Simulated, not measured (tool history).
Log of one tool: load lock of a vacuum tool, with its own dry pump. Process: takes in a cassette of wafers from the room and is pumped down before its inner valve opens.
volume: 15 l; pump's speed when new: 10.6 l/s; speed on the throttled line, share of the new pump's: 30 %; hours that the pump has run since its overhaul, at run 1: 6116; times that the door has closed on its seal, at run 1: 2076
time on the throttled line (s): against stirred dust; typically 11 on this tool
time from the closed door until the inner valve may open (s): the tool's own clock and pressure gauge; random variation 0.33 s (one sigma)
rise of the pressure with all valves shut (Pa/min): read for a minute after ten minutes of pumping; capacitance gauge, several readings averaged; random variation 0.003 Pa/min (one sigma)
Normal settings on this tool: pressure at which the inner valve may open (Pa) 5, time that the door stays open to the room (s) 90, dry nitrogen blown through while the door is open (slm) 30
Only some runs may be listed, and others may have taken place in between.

run	hour	time on the throttled line (s)	pressure at which the inner valve may open (Pa)	time that the door stays open to the room (s)	dry nitrogen blown through while the door is open (slm)	hours that the pump has run since its overhaul	times that the door has closed on its seal	incoming humidity of the room's air, %	time from the closed door until the inner valve may open (s)	rise of the pressure with all valves shut (Pa/min)
1	0	11	5	90	30	6116	2076	42.6	21.9	0.031
2	237.3	11	5	90	30	6353	2533	45.6	22.2	0.031
3	425.6	11	5	90	30	6541	2895	41.8	22.7	0.028
4	574.3	11	5	90	30	6690	3181	45.3	21.5	0.031
5	834.7	11	5	90	30	6950	3683	45.4	21.8	0.028
6	1079.6	11	5	90	30	7195	4154	47.9	21.8	0.033
7	1318.3	11	5	90	30	7434	4614	44.6	22	0.028
8	1446	11	5	26	30	7562	4860	43.6	21.7	0.019
9	1564.6	11	10	26	30	7680	5088	45.2	20.8	0.019
10	1769.7	11	5	90	30	7885	5483	45.5	21.5	0.027
11	1965.5	11	5	90	30	8081	5860	45.7	21.6	0.031
12	2109.1	11	5	90	30	8225	6136	46.6	22	0.03
13	2347.7	11	5	90	30	8463	6596	44.5	21.5	0.032
14	2595	11	5	90	30	8711	7072	45.1	22.3	0.031
15	2717.4	11	5	90	30	8833	7308	41.1	22.5	0.026
16	2898.2	11	5	90	30	9014	7656	44	22	0.025
17	3107.6	11	5	90	30	9223	8059	43.1	22.1	0.032
18	3350.1	11	5	90	30	9466	8526	48.1	21.8	0.033
19	3514.4	11	5	90	30	9630	8842	44.3	22.1	0.031
20	3647	7	8	82	37	9763	9097	44.5	18.6	0.025
21	3813.2	16	8	28	37	9929	9417	43.9	24.3	0.017
22	3932.4	19	7	32	12	10048	9647	45.2	26.8	0.031
23	4056.1	19	7	32	12	10172	9885	48.1	26.6	0.032
24	4214.9	16	5	55	31	10331	10191	43.8	25.3	0.022
25	4462	16	5	39	31	10578	10666	45.4	25.9	0.021
26	4718.7	9	5	90	30	10834	11161	48.4	20.4	0.029
27	4845.5	13	5	191	39	10961	11405	45.7	23.7	0.038
28	5083.4	11	5	126	10	11199	11863	44	22.1	0.066
29	5243.7	11	10	90	44	11359	12171	44.6	21.3	0.021
30	5391.4	11	8	90	25	11507	12456	46	21	0.029
31	5639.8	11	8	90	25	11755	12934	44.6	21.6	0.034
32	5804.7	11	8	90	5	11920	13252	44.2	20.9	0.077
33	6013.5	22	9	90	33	12129	13653	46.8	28.9	0.03
34	6212.4	22	9	90	33	12328	14036	46.7	28.8	0.029
35	6366.6	22	9	90	33	12482	14333	47.6	29.1	0.033
36	6514.9	19	5	49	21	12630	14619	47.5	27.3	0.027
37	6629.7	10	10	112	5	12745	14840	44.7	20.9	0.09
38	6883.3	12	8	90	30	12999	15328	46.3	21.8	0.028

Here are 3 independent what-if runs from the current tool condition. What would each one return?
A	7040.5	11	5	90	14	13156	15631	45.8	?	?
B	7040.5	12	6	96	10	13156	15631	47.1	?	?
C	7040.5	10	5	27	8	13156	15631	40.4	?	?

run	time from the closed door until the inner valve may open (s)	rise of the pressure with all valves shut (Pa/min)
A	21.5	0.046
B	22.2	0.061
C	21	0.033
Had the tool no hidden state, the same runs would have come out as:
run	time from the closed door until the inner valve may open (s)	rise of the pressure with all valves shut (Pa/min)
A	21.4	0.046
B	22.2	0.061
C	21	0.032

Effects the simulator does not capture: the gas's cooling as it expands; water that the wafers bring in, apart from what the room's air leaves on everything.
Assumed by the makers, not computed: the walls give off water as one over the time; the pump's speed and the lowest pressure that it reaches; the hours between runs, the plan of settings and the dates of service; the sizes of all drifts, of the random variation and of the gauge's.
